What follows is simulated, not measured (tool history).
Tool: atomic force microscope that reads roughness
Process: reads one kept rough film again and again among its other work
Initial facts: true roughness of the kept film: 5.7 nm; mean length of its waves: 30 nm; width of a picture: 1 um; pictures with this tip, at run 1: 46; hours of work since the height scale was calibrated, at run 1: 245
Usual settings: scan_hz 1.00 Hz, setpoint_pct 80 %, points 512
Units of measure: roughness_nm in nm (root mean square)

run   hour  scan_hz  setpoint_pct  points  pictures with this tip  hours of work since the height scale was calibrated  roughness_nm
  1    0.0     1.00            80     512                      46                                                  245         4.579
  2   19.7     1.00            80     512                      61                                                  255         4.521
  3   35.3     1.00            80     512                      73                                                  262         4.473
  4   55.7     1.00            80     512                      89                                                  273         4.447
  5   67.2     2.87            80     512                      98                                                  279         4.055
  6   78.0     1.00            80     512                     106                                                  284         4.377
  7   87.4     1.00            80     512                     113                                                  289         4.382
  8   97.4     1.00            80     512                     121                                                  294         4.347
  9  108.6     1.00            80     512                     129                                                  300         4.340
 10  122.1     1.00            80     512                     139                                                  306         4.289
 11  138.3     1.00            80     512                     152                                                  315         4.264
 12  158.8     1.00            80     512                     168                                                  325         4.226
 13  174.7     1.00            80     512                     180                                                  333         4.160
 14  190.8     1.00            80     512                     192                                                  341         4.172
 15  208.7     1.00            80     512                     206                                                  350         4.141
 16  219.5     1.00            80     512                     214                                                  356         4.079
 17  230.1     1.00            80     512                     222                                                  361         4.104
 18  239.9     1.00            68     512                     230                                                  366         4.148
 19  251.6     1.00            80     512                     239                                                  372         3.996
 20  270.3     1.00            80     512                     253                                                  382         3.999
 21  285.0     1.00            80     512                     264                                                  389         4.010
 22  303.0     1.00            80     512                     278                                                  398         3.947
 23  322.2     1.00            80     512                     293                                                  408         3.903
 24  340.2     1.00            80     512                     306                                                  417         3.855
 25  359.8     1.00            73     512                     321                                                  427         3.886
 26  370.4     0.89            87     963                     329                                                  432         3.792
 27  388.2     0.89            87     963                     343                                                  441         3.753
 28  403.3     2.25            87     963                     355                                                  449         3.422
 29  412.6     2.25            87     433                     362                                                  454         3.404
 30  425.0     2.46            87     340                     371                                                  460         3.313
     441.9  -- new tip fitted
 31  445.5     1.07            61     302                       2                                                  470         4.884
 32  454.8     1.07            61     302                      10                                                  475         4.789
 33  473.5     1.07            61     302                      24                                                  484         4.787
 34  486.6     1.07            61     302                      34                                                  491         4.747
 35  506.9     0.76            80     512                      49                                                  501         4.609
 36  521.2     1.93            80     512                      60                                                  508         4.331
 37  542.3     2.67            83     409                      77                                                  519         4.081
 38  559.3     2.49            75     512                      89                                                  528         4.202
 39  576.2     3.83            74     634                     102                                                  536         4.064
 40  597.3     3.83            74     634                     119                                                  547         4.018
 41  612.1     3.91            76     740                     130                                                  554         3.942
 42  632.8     2.69            58     512                     146                                                  565         4.345

Forecast each of these 4 alternatives for the next run:
  A  645.0     2.69            58     512                     155                                                  571             ?
  B  645.0     1.76            87     381                     155                                                  571             ?
  C  645.0     1.00            55     512                     155                                                  571             ?
  D  645.0     1.36            89    1001                     155                                                  571             ?

run  roughness_nm
  A         4.331
  B         3.970
  C         4.424
  D         4.027
Stripped of hidden state, with their random variation kept, the same runs would have yielded:
run  roughness_nm
  A         4.883
  B         4.475
  C         4.986
  D         4.539
